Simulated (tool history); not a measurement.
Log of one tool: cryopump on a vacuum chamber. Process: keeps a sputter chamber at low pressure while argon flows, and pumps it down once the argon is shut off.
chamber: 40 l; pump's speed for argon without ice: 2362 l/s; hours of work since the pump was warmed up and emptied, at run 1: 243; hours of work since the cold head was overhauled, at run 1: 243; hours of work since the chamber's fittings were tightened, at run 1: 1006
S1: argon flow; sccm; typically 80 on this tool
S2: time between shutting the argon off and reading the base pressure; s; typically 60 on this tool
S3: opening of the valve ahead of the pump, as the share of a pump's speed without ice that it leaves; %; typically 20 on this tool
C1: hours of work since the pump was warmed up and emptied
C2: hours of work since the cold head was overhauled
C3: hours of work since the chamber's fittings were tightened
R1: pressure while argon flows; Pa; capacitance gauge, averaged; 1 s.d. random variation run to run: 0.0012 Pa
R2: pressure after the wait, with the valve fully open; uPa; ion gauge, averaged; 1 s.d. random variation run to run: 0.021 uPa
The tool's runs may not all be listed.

{"run": 1, "day": 0.0, "S1": 80, "S2": 60, "S3": 20, "C1": 243, "C2": 243, "C3": 1006, "R1": 0.2931, "R2": 1.07}
{"run": 2, "day": 1.717, "S1": 80, "S2": 70, "S3": 20, "C1": 278, "C2": 278, "C3": 1041, "R1": 0.2933, "R2": 1.07}
{"run": 3, "day": 4.617, "S1": 80, "S2": 60, "S3": 20, "C1": 337, "C2": 337, "C3": 1099, "R1": 0.2959, "R2": 1.14}
{"run": 4, "day": 6.433, "S1": 80, "S2": 60, "S3": 20, "C1": 373, "C2": 373, "C3": 1136, "R1": 0.2979, "R2": 1.24}
{"day": 7.738, "done": "leaking fittings of the chamber tightened, without venting"}
{"day": 9.133, "done": "pump warmed up, emptied and cooled again"}
{"run": 5, "day": 9.496, "S1": 80, "S2": 60, "S3": 20, "C1": 7, "C2": 429, "C3": 31, "R1": 0.2863, "R2": 0.55}
{"run": 6, "day": 12.55, "S1": 80, "S2": 60, "S3": 20, "C1": 69, "C2": 491, "C3": 93, "R1": 0.2879, "R2": 0.59}
{"run": 7, "day": 14.7, "S1": 80, "S2": 60, "S3": 20, "C1": 112, "C2": 534, "C3": 136, "R1": 0.2913, "R2": 0.54}
{"run": 8, "day": 16.033, "S1": 80, "S2": 60, "S3": 20, "C1": 139, "C2": 561, "C3": 163, "R1": 0.2909, "R2": 0.59}
{"run": 9, "day": 17.733, "S1": 80, "S2": 60, "S3": 34, "C1": 174, "C2": 595, "C3": 198, "R1": 0.1749, "R2": 0.59}
{"run": 10, "day": 20.108, "S1": 117, "S2": 60, "S3": 20, "C1": 222, "C2": 643, "C3": 245, "R1": 0.4278, "R2": 0.67}
{"run": 11, "day": 22.796, "S1": 80, "S2": 60, "S3": 20, "C1": 276, "C2": 698, "C3": 300, "R1": 0.2955, "R2": 0.68}
{"run": 12, "day": 24.308, "S1": 80, "S2": 60, "S3": 20, "C1": 306, "C2": 728, "C3": 330, "R1": 0.2954, "R2": 0.69}
{"run": 13, "day": 25.646, "S1": 80, "S2": 60, "S3": 20, "C1": 333, "C2": 755, "C3": 357, "R1": 0.2968, "R2": 0.77}
{"run": 14, "day": 28.746, "S1": 80, "S2": 60, "S3": 20, "C1": 396, "C2": 818, "C3": 420, "R1": 0.2992, "R2": 0.78}
{"day": 30.038, "done": "pump warmed up, emptied and cooled again"}
{"run": 15, "day": 31.946, "S1": 80, "S2": 60, "S3": 38, "C1": 39, "C2": 878, "C3": 480, "R1": 0.1522, "R2": 0.73}
{"run": 16, "day": 33.592, "S1": 81, "S2": 60, "S3": 39, "C1": 72, "C2": 911, "C3": 513, "R1": 0.151, "R2": 0.77}
{"run": 17, "day": 36.288, "S1": 81, "S2": 245, "S3": 20, "C1": 126, "C2": 966, "C3": 568, "R1": 0.2944, "R2": 0.5}
{"run": 18, "day": 38.133, "S1": 80, "S2": 155, "S3": 33, "C1": 163, "C2": 1003, "C3": 605, "R1": 0.1793, "R2": 0.58}
{"run": 19, "day": 41.121, "S1": 80, "S2": 155, "S3": 33, "C1": 224, "C2": 1063, "C3": 665, "R1": 0.1814, "R2": 0.63}
{"run": 20, "day": 42.4, "S1": 78, "S2": 155, "S3": 22, "C1": 250, "C2": 1089, "C3": 691, "R1": 0.2626, "R2": 0.65}
{"run": 21, "day": 45.242, "S1": 127, "S2": 23, "S3": 54, "C1": 307, "C2": 1146, "C3": 749, "R1": 0.1863, "R2": 1.59}
{"run": 22, "day": 47.05, "S1": 127, "S2": 23, "S3": 54, "C1": 343, "C2": 1183, "C3": 785, "R1": 0.1891, "R2": 1.54}
{"run": 23, "day": 48.783, "S1": 74, "S2": 288, "S3": 20, "C1": 378, "C2": 1218, "C3": 820, "R1": 0.2794, "R2": 0.73}
{"day": 50.992, "done": "pump warmed up, emptied and cooled again"}
{"run": 24, "day": 51.15, "S1": 74, "S2": 288, "S3": 20, "C1": 3, "C2": 1261, "C3": 864, "R1": 0.2656, "R2": 0.64}
{"run": 25, "day": 54.133, "S1": 80, "S2": 137, "S3": 46, "C1": 63, "C2": 1322, "C3": 924, "R1": 0.1276, "R2": 0.81}
{"run": 26, "day": 56.633, "S1": 44, "S2": 144, "S3": 39, "C1": 114, "C2": 1372, "C3": 974, "R1": 0.0824, "R2": 0.81}
{"run": 27, "day": 58.708, "S1": 80, "S2": 60, "S3": 59, "C1": 156, "C2": 1414, "C3": 1016, "R1": 0.1022, "R2": 1.06}
{"run": 28, "day": 61.45, "S1": 80, "S2": 60, "S3": 59, "C1": 211, "C2": 1469, "C3": 1071, "R1": 0.1052, "R2": 1.14}
{"run": 29, "day": 63.146, "S1": 80, "S2": 60, "S3": 59, "C1": 245, "C2": 1504, "C3": 1106, "R1": 0.1064, "R2": 1.16}

Take each entry between the runs: how does the hidden state at the last listed run before it differ from the hidden state at the first listed run after it?
From run 4 to run 5: leaking fittings of the chamber tightened, without venting (day 7.738); pump warmed up, emptied and cooled again (day 9.133)
  pump's speed, % of a pump's without ice: 82.8 -> 99.4; cold plate's temperature, K: 12.13 -> 12.14; leak into the chamber, uPa l/s: 1660 -> 346
  the result without the hidden state subtracted from the measured one, R1: +0.012 -> +0.0005 Pa; R2: +0.73 -> +0.02 uPa
From run 14 to run 15: pump warmed up, emptied and cooled again (day 30.038)
  pump's speed, % of a pump's without ice: 80 -> 97.7; cold plate's temperature, K: 12.25 -> 12.27; leak into the chamber, uPa l/s: 796 -> 869
  the result without the hidden state subtracted from the measured one, R1: +0.0145 -> +0.0017 Pa; R2: +0.3 -> +0.25 uPa
From run 23 to run 24: pump warmed up, emptied and cooled again (day 50.992)
  pump's speed, % of a pump's without ice: 79.8 -> 99.6; cold plate's temperature, K: 12.37 -> 12.39; leak into the chamber, uPa l/s: 1275 -> 1323
  the result without the hidden state subtracted from the measured one, R1: +0.014 -> +0.0007 Pa; R2: +0.55 -> +0.44 uPa

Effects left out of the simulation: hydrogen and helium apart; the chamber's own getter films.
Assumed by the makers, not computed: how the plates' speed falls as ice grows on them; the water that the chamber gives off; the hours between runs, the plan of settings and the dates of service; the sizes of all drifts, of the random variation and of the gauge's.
